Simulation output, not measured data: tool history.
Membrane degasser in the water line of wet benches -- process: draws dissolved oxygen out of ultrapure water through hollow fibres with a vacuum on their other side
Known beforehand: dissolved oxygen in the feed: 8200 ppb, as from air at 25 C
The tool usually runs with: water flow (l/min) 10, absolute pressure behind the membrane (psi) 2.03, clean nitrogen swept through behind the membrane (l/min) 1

run,hour,water flow (l/min),absolute pressure behind the membrane (psi),clean nitrogen swept through behind the membrane (l/min),dissolved oxygen in the water behind the degasser (ppb),pressure that the water loses in the fibres (psi)
1,0,10,2.03,1,299.1,9.809
2,244.7,10,2.03,1.16,265.6,9.791
3,566.2,10,2.03,1.16,266.1,9.802
4,801.5,10,2.03,1.16,267.4,9.825
5,1119.3,10,2.03,1,301.5,9.81
6,1352.1,10,2.03,1,299,9.774
# hour 1626.8: vacuum gauge calibrated
7,1649.9,10,2.03,1,295.7,9.774
8,1976.8,10,2.03,0.45,548.7,9.813
9,2254.2,10,2.03,1,297.2,9.799
10,2492.4,10,2.03,1,299.8,9.799
11,2828.3,10,2.03,1,297.7,9.834
12,3096.9,10,2.03,1,296,9.755
13,3267.1,10,2.03,1,293,9.834
14,3453.4,10,2.03,1,299.3,9.868
15,3762.8,10,2.03,1,299.1,9.807
16,4105.3,10,2.03,1,298.3,9.773
17,4379.9,10,2.03,1.9,191.7,9.821
18,4615.4,10,4.99,1.88,435,9.815
19,4925.6,10,4.99,1.88,437.3,9.839
20,5182.2,10,4.99,1.88,437.6,9.842
21,5488,10,4.15,1.88,370.3,9.818
22,5734.1,6,3.06,1.88,144.7,5.868
23,6011,13,1.9,2.43,260.6,12.772
24,6355.7,13,1.9,2.43,265.5,12.831
25,6517.6,15,2.03,2.75,361.6,14.708
26,6739.2,10,2.58,0.7,512.1,9.789
# hour 6788.7: vacuum gauge calibrated
27,7070,10,1.89,2.04,167.9,9.836
28,7374.2,10,1.89,2.04,171,9.821
29,7638.1,10,4.68,0.78,835.8,9.736
# hour 7784.6: seals of the vacuum lines changed
30,7822.3,10,4.68,2.77,300.4,9.797
31,7977.4,10,4.68,2.77,303.2,9.667
32,8311.4,10,4.68,2.77,305.9,9.768
33,8568.6,6,1.22,0.53,139.8,5.915

Forecast each of these 3 alternatives for the next run:
A,8833.9,6,3.07,0.53,?,?
B,8833.9,12,1.45,0.53,?,?
C,8833.9,8,3.1,0.98,?,?

run,dissolved oxygen in the water behind the degasser (ppb),pressure that the water loses in the fibres (psi)
A,452.5,5.887
B,427.4,11.752
C,350.7,7.865
Stripped of hidden state, with their random variation kept, the same runs would have yielded:
run,dissolved oxygen in the water behind the degasser (ppb),pressure that the water loses in the fibres (psi)
A,452.4,5.883
B,427,11.744
C,350.6,7.86
